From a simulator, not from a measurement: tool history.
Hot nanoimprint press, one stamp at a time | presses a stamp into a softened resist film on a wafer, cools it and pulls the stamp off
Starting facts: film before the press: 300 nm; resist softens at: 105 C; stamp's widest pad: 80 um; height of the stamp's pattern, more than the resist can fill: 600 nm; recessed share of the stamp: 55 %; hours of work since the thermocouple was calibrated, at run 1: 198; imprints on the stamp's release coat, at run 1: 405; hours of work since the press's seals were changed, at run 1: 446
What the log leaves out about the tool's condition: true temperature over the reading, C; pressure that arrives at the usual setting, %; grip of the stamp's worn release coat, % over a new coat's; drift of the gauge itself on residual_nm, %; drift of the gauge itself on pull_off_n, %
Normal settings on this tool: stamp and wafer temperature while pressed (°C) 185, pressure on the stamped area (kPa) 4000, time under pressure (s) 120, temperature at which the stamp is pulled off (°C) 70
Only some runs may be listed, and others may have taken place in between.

run,hour,stamp and wafer temperature while pressed (°C),pressure on the stamped area (kPa),time under pressure (s),temperature at which the stamp is pulled off (°C),hours of work since the thermocouple was calibrated,imprints on the stamp's release coat,hours of work since the press's seals were changed,resist left under the stamp's widest pad (nm),greatest force while the stamp is pulled off (N)
1,0,185,4000,120,70,198,405,446,168.4,183
2,25.1,185,4000,238,70,215,533,463,132.6,184
# hour 33.4: stamp cleaned and given a new release coat
3,50,185,4000,238,70,227,85,476,132.7,182
4,66.3,185,4000,238,70,238,167,486,132.9,180
5,94.8,185,4000,238,70,257,312,506,133.7,178
# hour 100.3: plate thermocouple calibrated
6,123.6,185,4000,238,70,16,443,523,133.3,184
# hour 150.8: stamp cleaned and given a new release coat
7,154.8,185,4000,238,76,33,20,540,133.8,149
8,174.8,185,4000,154,70,46,122,553,156.8,182
9,193.5,185,4000,120,70,59,217,566,170.7,181
10,218.3,185,4000,120,70,75,343,583,170.8,181
11,239.1,185,4000,120,70,89,448,597,171.3,183
12,251.1,185,4000,120,70,97,509,605,171.2,183
# hour 263.9: stamp cleaned and given a new release coat
13,269.8,185,4000,120,70,106,29,613,171.7,182
14,294.8,185,3140,120,70,123,156,630,188.2,182
15,311.5,185,3140,120,70,134,241,641,188.1,180
16,332,196,4000,120,70,148,345,655,128.2,181
17,353.1,196,4000,120,70,162,452,669,128.3,184
18,365.9,196,4000,120,70,171,517,678,129.1,182
# hour 377.6: stamp cleaned and given a new release coat
19,384.2,188,4470,120,70,179,33,686,152,183
20,397.4,193,4000,120,70,188,100,695,139.9,183
# hour 402.4: gauge calibrated
21,419.4,185,4000,202,70,203,212,710,140.8,180
22,433.2,185,4000,202,70,212,282,719,141,187

For run 23, what comes out?
23,450,179,3970,155,57,223,367,730,?,?

{"run 23": {"resist left under the stamp's widest pad (nm)": 182.6, "greatest force while the stamp is pulled off (N)": 256}}
If the tool had no hidden condition, the same run with the same run-to-run variation would have returned resist left under the stamp's widest pad (nm) 182.1, greatest force while the stamp is pulled off (N) 256.

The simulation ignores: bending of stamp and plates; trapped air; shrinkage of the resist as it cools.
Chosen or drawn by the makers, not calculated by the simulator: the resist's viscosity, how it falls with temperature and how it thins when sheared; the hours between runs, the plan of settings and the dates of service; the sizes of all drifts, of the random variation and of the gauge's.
